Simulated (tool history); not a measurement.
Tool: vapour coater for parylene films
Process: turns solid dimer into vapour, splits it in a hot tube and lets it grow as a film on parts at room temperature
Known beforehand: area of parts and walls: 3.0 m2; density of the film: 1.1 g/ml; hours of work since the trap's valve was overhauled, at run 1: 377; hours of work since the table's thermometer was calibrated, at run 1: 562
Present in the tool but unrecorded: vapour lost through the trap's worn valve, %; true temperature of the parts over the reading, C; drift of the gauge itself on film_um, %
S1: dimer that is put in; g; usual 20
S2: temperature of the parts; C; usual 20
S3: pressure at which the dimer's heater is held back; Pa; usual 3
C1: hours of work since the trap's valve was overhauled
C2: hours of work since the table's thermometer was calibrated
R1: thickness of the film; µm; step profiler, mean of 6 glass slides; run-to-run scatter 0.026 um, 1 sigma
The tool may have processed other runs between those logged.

| run | hour | S1 | S2 | S3 | C1 | C2 | R1 |
|---|---|---|---|---|---|---|---|
| 1 | 0 | 20 | 20 | 3 | 377 | 562 | 3.79 |
| 2 | 34.9 | 20 | 20 | 3 | 404 | 589 | 3.75 |
| 3 | 71.3 | 20 | 30 | 3 | 432 | 617 | 2.28 |
| 4 | 102.2 | 20 | 30 | 3 | 455 | 640 | 2.28 |
| 5 | 128.3 | 34 | 20 | 3 | 475 | 660 | 6.18 |
|  | 136.9 | trap's valve overhauled |
| 6 | 171.7 | 15 | 23 | 6.62 | 27 | 690 | 2.02 |
| 7 | 210.4 | 15 | 23 | 6.62 | 56 | 720 | 2.04 |
| 8 | 250.9 | 20 | 20 | 5.09 | 87 | 751 | 3.2 |
|  | 260.7 | trap's valve overhauled, once more |
| 9 | 287.8 | 20 | 20 | 5.09 | 21 | 776 | 3.85 |
| 10 | 325.7 | 25 | 15 | 11.81 | 50 | 805 | 5.39 |

Predict each of these 4 candidate next runs independently; none follows another, all start after run 10:
| A | 359.7 | 25 | 24 | 11.81 | 76 | 831 | ? |
| B | 359.7 | 23 | 13 | 3.89 | 76 | 831 | ? |
| C | 359.7 | 11 | 31 | 2.13 | 76 | 831 | ? |
| D | 359.7 | 22 | 19 | 4.72 | 76 | 831 | ? |

| run | R1 |
|---|---|
| A | 3.48 |
| B | 6.39 |
| C | 1.39 |
| D | 4.36 |
Without the tool's unlogged condition, the same runs would have read:
| run | R1 |
|---|---|
| A | 3.43 |
| B | 6.28 |
| C | 1.37 |
| D | 4.29 |
